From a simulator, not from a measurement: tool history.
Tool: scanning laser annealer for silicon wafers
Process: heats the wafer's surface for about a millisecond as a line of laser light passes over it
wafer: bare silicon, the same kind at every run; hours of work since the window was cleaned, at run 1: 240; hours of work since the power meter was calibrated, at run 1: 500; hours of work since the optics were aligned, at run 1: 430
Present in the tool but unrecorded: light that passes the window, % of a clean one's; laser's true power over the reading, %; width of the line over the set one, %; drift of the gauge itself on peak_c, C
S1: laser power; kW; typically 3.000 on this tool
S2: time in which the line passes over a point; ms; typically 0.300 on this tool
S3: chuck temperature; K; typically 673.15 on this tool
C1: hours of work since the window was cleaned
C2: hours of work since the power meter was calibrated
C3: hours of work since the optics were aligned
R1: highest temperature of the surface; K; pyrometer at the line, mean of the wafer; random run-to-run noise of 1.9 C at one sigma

run,hour,S1,S2,S3,C1,C2,C3,R1
1,0.0,3.000,0.300,673.15,240,500,430,1462.15
2,44.2,3.000,0.300,673.15,261,521,452,1460.15
3,82.8,3.000,0.300,673.15,280,540,470,1464.15
4,122.3,3.000,0.300,673.15,300,560,490,1459.15
5,159.1,3.000,0.300,673.15,318,578,508,1465.15
6,190.0,3.000,0.300,673.15,333,593,523,1466.15
7,216.6,3.000,0.300,673.15,346,606,536,1465.15
8,250.8,3.000,0.300,706.15,362,623,553,1498.15
9,292.7,2.869,0.300,706.15,383,643,573,1459.15
10,335.1,2.869,0.300,706.15,404,664,594,1458.15
11,380.4,3.094,0.259,646.15,426,686,616,1399.15
12,409.2,2.806,0.214,673.15,440,700,630,1277.15
13,435.2,2.997,0.300,681.15,453,713,643,1473.15
14,471.7,2.721,0.283,693.15,471,731,661,1379.15
15,497.8,2.721,0.283,693.15,483,743,674,1378.15

What if the next run were any one of these 4? Each begins from the tool's condition after run 15:
A,540.4,3.000,0.261,673.15,504,764,694,?
B,540.4,3.180,0.347,672.15,504,764,694,?
C,540.4,3.000,0.286,646.15,504,764,694,?
D,540.4,2.717,0.275,693.15,504,764,694,?

run,R1
A,1403.15
B,1590.15
C,1410.15
D,1364.15
What these runs would have given with no unlogged condition in the tool:
run,R1
A,1404.15
B,1590.15
C,1410.15
D,1364.15

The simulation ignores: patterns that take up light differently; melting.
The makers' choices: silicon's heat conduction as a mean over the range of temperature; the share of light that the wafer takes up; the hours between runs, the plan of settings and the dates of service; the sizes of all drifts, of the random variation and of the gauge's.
